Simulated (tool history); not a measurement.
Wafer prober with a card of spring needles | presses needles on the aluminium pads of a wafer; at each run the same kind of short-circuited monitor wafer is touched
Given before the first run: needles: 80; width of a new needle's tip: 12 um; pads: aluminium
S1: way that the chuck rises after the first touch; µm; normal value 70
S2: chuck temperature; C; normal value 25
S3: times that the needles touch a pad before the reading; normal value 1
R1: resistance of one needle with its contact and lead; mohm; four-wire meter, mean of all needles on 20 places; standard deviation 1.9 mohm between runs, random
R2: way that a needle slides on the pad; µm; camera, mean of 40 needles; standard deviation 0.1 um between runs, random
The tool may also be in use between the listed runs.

run 1 hour=0.0 | S1=70 S2=25 S3=1 | R1=212 R2=19.10
-- hour=2.4 tips cleaned on abrasive film
run 2 hour=8.5 | S1=70 S2=25 S3=1 | R1=211 R2=18.99
-- hour=10.0 tips cleaned on abrasive film
-- hour=16.5 tips cleaned on abrasive film
-- hour=23.2 tips cleaned on abrasive film
run 3 hour=23.2 | S1=70 S2=52 S3=1 | R1=202 R2=19.08
-- hour=30.8 tips cleaned on abrasive film
run 4 hour=37.1 | S1=70 S2=25 S3=1 | R1=216 R2=18.88
-- hour=38.3 tips cleaned on abrasive film
-- hour=45.0 tips cleaned on abrasive film
run 5 hour=45.7 | S1=70 S2=25 S3=1 | R1=204 R2=19.01
-- hour=51.7 tips cleaned on abrasive film
run 6 hour=56.2 | S1=70 S2=25 S3=1 | R1=209 R2=18.97
-- hour=58.5 tips cleaned on abrasive film
-- hour=65.5 tips cleaned on abrasive film
run 7 hour=69.3 | S1=70 S2=25 S3=1 | R1=208 R2=18.79
-- hour=72.2 tips cleaned on abrasive film
run 8 hour=76.3 | S1=70 S2=25 S3=2 | R1=203 R2=18.62
-- hour=79.0 tips cleaned on abrasive film
-- hour=86.1 tips cleaned on abrasive film
run 9 hour=89.9 | S1=70 S2=25 S3=2 | R1=202 R2=18.77
-- hour=93.3 tips cleaned on abrasive film
-- hour=100.6 tips cleaned on abrasive film
run 10 hour=105.2 | S1=70 S2=25 S3=3 | R1=202 R2=18.78
-- hour=107.9 tips cleaned on abrasive film
run 11 hour=113.8 | S1=59 S2=120 S3=1 | R1=231 R2=15.62

What will run 12 give?
-- hour=114.6 tips cleaned on abrasive film
-- hour=121.2 tips cleaned on abrasive film
run 12 hour=124.1 | S1=70 S2=45 S3=1 | R1=? R2=?

For run 12 the tool returned R1 211 mohm, R2 18.62 µm.
If the tool had no hidden condition, the same run with the same run-to-run variation would have returned R1 201 mohm, R2 19.23 µm.
